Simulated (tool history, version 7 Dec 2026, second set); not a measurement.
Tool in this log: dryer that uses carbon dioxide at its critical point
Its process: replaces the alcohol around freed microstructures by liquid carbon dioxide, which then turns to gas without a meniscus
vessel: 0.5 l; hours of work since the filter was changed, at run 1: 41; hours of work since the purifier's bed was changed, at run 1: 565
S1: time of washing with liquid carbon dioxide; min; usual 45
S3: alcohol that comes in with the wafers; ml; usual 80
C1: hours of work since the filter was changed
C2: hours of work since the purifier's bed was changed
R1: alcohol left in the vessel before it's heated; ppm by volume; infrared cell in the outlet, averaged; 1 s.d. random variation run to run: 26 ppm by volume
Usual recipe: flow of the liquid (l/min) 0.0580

run 1 hour=0.0 | S1=45 flow_of_the_liquid_(l/min)=0.0580 S3=80 | C1=41 C2=565 | R1=1844
run 2 hour=59.1 | S1=45 flow_of_the_liquid_(l/min)=0.0580 S3=80 | C1=64 C2=589 | R1=1921
run 3 hour=125.6 | S1=45 flow_of_the_liquid_(l/min)=0.0580 S3=80 | C1=91 C2=615 | R1=2050
run 4 hour=194.7 | S1=45 flow_of_the_liquid_(l/min)=0.0580 S3=80 | C1=118 C2=643 | R1=2147
run 5 hour=227.2 | S1=39 flow_of_the_liquid_(l/min)=0.0580 S3=80 | C1=131 C2=656 | R1=4008
run 6 hour=284.4 | S1=38 flow_of_the_liquid_(l/min)=0.0580 S3=80 | C1=154 C2=679 | R1=4400
run 7 hour=331.7 | S1=38 flow_of_the_liquid_(l/min)=0.0580 S3=80 | C1=173 C2=697 | R1=4663
run 8 hour=381.4 | S1=45 flow_of_the_liquid_(l/min)=0.0580 S3=69 | C1=193 C2=717 | R1=2255
run 9 hour=410.9 | S1=62 flow_of_the_liquid_(l/min)=0.0642 S3=31 | C1=205 C2=729 | R1=154
run 10 hour=467.1 | S1=52 flow_of_the_liquid_(l/min)=0.0580 S3=98 | C1=227 C2=751 | R1=1754
run 11 hour=497.1 | S1=37 flow_of_the_liquid_(l/min)=0.0516 S3=66 | C1=239 C2=763 | R1=6799
run 12 hour=541.4 | S1=37 flow_of_the_liquid_(l/min)=0.0516 S3=66 | C1=257 C2=781 | R1=6937
run 13 hour=585.9 | S1=42 flow_of_the_liquid_(l/min)=0.0485 S3=55 | C1=274 C2=799 | R1=4862
run 14 hour=643.6 | S1=41 flow_of_the_liquid_(l/min)=0.0398 S3=30 | C1=297 C2=822 | R1=5154

Alternative continuations, all from the tool just after run 14; predict every row:
run A hour=676.7 | S1=41 flow_of_the_liquid_(l/min)=0.0398 S3=115 | C1=311 C2=835 | R1=?
run B hour=676.7 | S1=45 flow_of_the_liquid_(l/min)=0.0406 S3=80 | C1=311 C2=835 | R1=?
run C hour=676.7 | S1=45 flow_of_the_liquid_(l/min)=0.0397 S3=35 | C1=311 C2=835 | R1=?
run D hour=676.7 | S1=48 flow_of_the_liquid_(l/min)=0.0398 S3=20 | C1=311 C2=835 | R1=?
run E hour=676.7 | S1=34 flow_of_the_liquid_(l/min)=0.0428 S3=80 | C1=311 C2=835 | R1=?

run=A R1=20058
run=B R1=10129
run=C R1=4792
run=D R1=2422
run=E R1=18348
Without the tool's unlogged condition, the same runs would have read:
run=A R1=13636
run=B R1=6565
run=C R1=3123
run=D R1=1521
run=E R1=12994
